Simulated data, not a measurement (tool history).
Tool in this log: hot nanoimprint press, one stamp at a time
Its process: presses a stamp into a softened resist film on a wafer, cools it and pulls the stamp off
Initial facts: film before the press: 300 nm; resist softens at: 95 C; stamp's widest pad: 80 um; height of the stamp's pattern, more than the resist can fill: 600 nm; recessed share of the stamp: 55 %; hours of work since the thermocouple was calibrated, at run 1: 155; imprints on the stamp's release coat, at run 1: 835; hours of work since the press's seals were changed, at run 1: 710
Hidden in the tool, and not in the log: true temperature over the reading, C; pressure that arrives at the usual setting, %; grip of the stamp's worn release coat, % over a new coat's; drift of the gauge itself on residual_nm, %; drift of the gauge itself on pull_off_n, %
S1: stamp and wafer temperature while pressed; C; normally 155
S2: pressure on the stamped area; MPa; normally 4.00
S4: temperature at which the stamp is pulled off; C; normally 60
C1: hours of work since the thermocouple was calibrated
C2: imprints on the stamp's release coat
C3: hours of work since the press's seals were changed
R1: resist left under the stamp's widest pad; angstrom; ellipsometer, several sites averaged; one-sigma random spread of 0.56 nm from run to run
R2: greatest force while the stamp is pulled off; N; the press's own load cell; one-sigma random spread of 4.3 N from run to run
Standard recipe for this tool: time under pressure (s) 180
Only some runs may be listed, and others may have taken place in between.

{"run": 1, "hour": 0.0, "S1": 155, "S2": 4.0, "time under pressure (s)": 180, "S4": 60, "C1": 155, "C2": 835, "C3": 710, "R1": 1712, "R2": 206}
{"run": 2, "hour": 21.7, "S1": 155, "S2": 4.0, "time under pressure (s)": 180, "S4": 60, "C1": 170, "C2": 939, "C3": 726, "R1": 1710, "R2": 204}
{"run": 3, "hour": 43.2, "S1": 155, "S2": 4.0, "time under pressure (s)": 180, "S4": 60, "C1": 186, "C2": 1042, "C3": 741, "R1": 1697, "R2": 211}
{"hour": 72.8, "done": "press's hydraulic seals changed and the load cell set to zero"}
{"run": 4, "hour": 79.9, "S1": 155, "S2": 4.0, "time under pressure (s)": 180, "S4": 60, "C1": 207, "C2": 1180, "C3": 5, "R1": 1699, "R2": 211}
{"run": 5, "hour": 99.1, "S1": 155, "S2": 4.0, "time under pressure (s)": 180, "S4": 60, "C1": 221, "C2": 1272, "C3": 19, "R1": 1705, "R2": 203}
{"hour": 136.7, "done": "stamp cleaned and given a new release coat"}
{"run": 6, "hour": 138.6, "S1": 155, "S2": 4.46, "time under pressure (s)": 180, "S4": 60, "C1": 245, "C2": 9, "C3": 43, "R1": 1635, "R2": 203}
{"hour": 161.6, "done": "plate thermocouple calibrated"}
{"run": 7, "hour": 163.2, "S1": 145, "S2": 4.0, "time under pressure (s)": 180, "S4": 60, "C1": 1, "C2": 113, "C3": 59, "R1": 2324, "R2": 214}
{"run": 8, "hour": 190.8, "S1": 145, "S2": 4.0, "time under pressure (s)": 180, "S4": 60, "C1": 21, "C2": 245, "C3": 79, "R1": 2323, "R2": 207}
{"run": 9, "hour": 217.7, "S1": 159, "S2": 4.0, "time under pressure (s)": 180, "S4": 60, "C1": 40, "C2": 375, "C3": 98, "R1": 1466, "R2": 209}
{"run": 10, "hour": 232.3, "S1": 155, "S2": 4.0, "time under pressure (s)": 180, "S4": 60, "C1": 51, "C2": 445, "C3": 108, "R1": 1700, "R2": 205}
{"run": 11, "hour": 262.6, "S1": 155, "S2": 4.0, "time under pressure (s)": 180, "S4": 60, "C1": 73, "C2": 590, "C3": 130, "R1": 1694, "R2": 212}
{"run": 12, "hour": 291.2, "S1": 155, "S2": 4.0, "time under pressure (s)": 180, "S4": 60, "C1": 93, "C2": 728, "C3": 151, "R1": 1698, "R2": 216}
{"run": 13, "hour": 324.8, "S1": 155, "S2": 4.0, "time under pressure (s)": 180, "S4": 60, "C1": 118, "C2": 889, "C3": 175, "R1": 1692, "R2": 214}
{"run": 14, "hour": 348.4, "S1": 155, "S2": 4.0, "time under pressure (s)": 180, "S4": 60, "C1": 135, "C2": 1003, "C3": 192, "R1": 1695, "R2": 210}
{"run": 15, "hour": 366.5, "S1": 165, "S2": 4.0, "time under pressure (s)": 180, "S4": 60, "C1": 148, "C2": 1089, "C3": 205, "R1": 1156, "R2": 211}
{"run": 16, "hour": 381.0, "S1": 163, "S2": 4.0, "time under pressure (s)": 313, "S4": 67, "C1": 158, "C2": 1159, "C3": 216, "R1": 1004, "R2": 198}
{"run": 17, "hour": 403.9, "S1": 144, "S2": 3.66, "time under pressure (s)": 247, "S4": 45, "C1": 175, "C2": 1269, "C3": 232, "R1": 2255, "R2": 223}
{"hour": 442.0, "done": "stamp cleaned and given a new release coat"}
{"run": 18, "hour": 442.1, "S1": 155, "S2": 4.0, "time under pressure (s)": 158, "S4": 60, "C1": 198, "C2": 1, "C3": 255, "R1": 1765, "R2": 205}
{"run": 19, "hour": 472.7, "S1": 155, "S2": 4.0, "time under pressure (s)": 158, "S4": 60, "C1": 220, "C2": 148, "C3": 278, "R1": 1759, "R2": 205}
{"run": 20, "hour": 497.2, "S1": 163, "S2": 4.0, "time under pressure (s)": 226, "S4": 54, "C1": 238, "C2": 265, "C3": 295, "R1": 1141, "R2": 212}
{"hour": 531.6, "done": "plate thermocouple calibrated"}
{"run": 21, "hour": 532.7, "S1": 156, "S2": 4.0, "time under pressure (s)": 180, "S4": 52, "C1": 1, "C2": 421, "C3": 319, "R1": 1632, "R2": 222}
{"run": 22, "hour": 558.9, "S1": 155, "S2": 3.6, "time under pressure (s)": 180, "S4": 52, "C1": 20, "C2": 548, "C3": 338, "R1": 1747, "R2": 216}
{"run": 23, "hour": 581.8, "S1": 153, "S2": 3.56, "time under pressure (s)": 258, "S4": 62, "C1": 36, "C2": 658, "C3": 354, "R1": 1679, "R2": 206}
{"run": 24, "hour": 598.6, "S1": 153, "S2": 3.56, "time under pressure (s)": 258, "S4": 62, "C1": 48, "C2": 738, "C3": 366, "R1": 1680, "R2": 203}
{"run": 25, "hour": 628.7, "S1": 153, "S2": 3.56, "time under pressure (s)": 258, "S4": 62, "C1": 70, "C2": 883, "C3": 388, "R1": 1679, "R2": 203}
{"run": 26, "hour": 660.8, "S1": 153, "S2": 3.56, "time under pressure (s)": 258, "S4": 62, "C1": 93, "C2": 1037, "C3": 411, "R1": 1675, "R2": 201}
{"hour": 680.6, "done": "gauge calibrated"}
{"run": 27, "hour": 682.6, "S1": 153, "S2": 3.56, "time under pressure (s)": 258, "S4": 62, "C1": 109, "C2": 1142, "C3": 427, "R1": 1704, "R2": 198}
{"run": 28, "hour": 714.4, "S1": 155, "S2": 2.53, "time under pressure (s)": 180, "S4": 57, "C1": 132, "C2": 1294, "C3": 450, "R1": 2010, "R2": 219}
{"hour": 747.1, "done": "stamp cleaned and given a new release coat"}
{"run": 29, "hour": 751.3, "S1": 155, "S2": 2.53, "time under pressure (s)": 180, "S4": 57, "C1": 154, "C2": 20, "C3": 472, "R1": 1997, "R2": 208}

How would selected steps in R1 from run to run divide? Give the signed amount a tool lacking its hidden state would still show from settings, what came in and random variation, and the signed amount left for the hidden state, including any gauge scatter that is not in both of the compared results.
Run 8 -> 9: S1 145 -> 159. R1 -857 angstrom: hidden state +3, all else -860.
Run 16 -> 17: S1 163 -> 144, S2 4.00 -> 3.66, time under pressure (s) 313 -> 247, S4 67 -> 45. R1 +1251 angstrom: hidden state -15, all else +1266.
Run 26 -> 27: gauge calibrated. R1 +29 angstrom: hidden state +33, all else -4.

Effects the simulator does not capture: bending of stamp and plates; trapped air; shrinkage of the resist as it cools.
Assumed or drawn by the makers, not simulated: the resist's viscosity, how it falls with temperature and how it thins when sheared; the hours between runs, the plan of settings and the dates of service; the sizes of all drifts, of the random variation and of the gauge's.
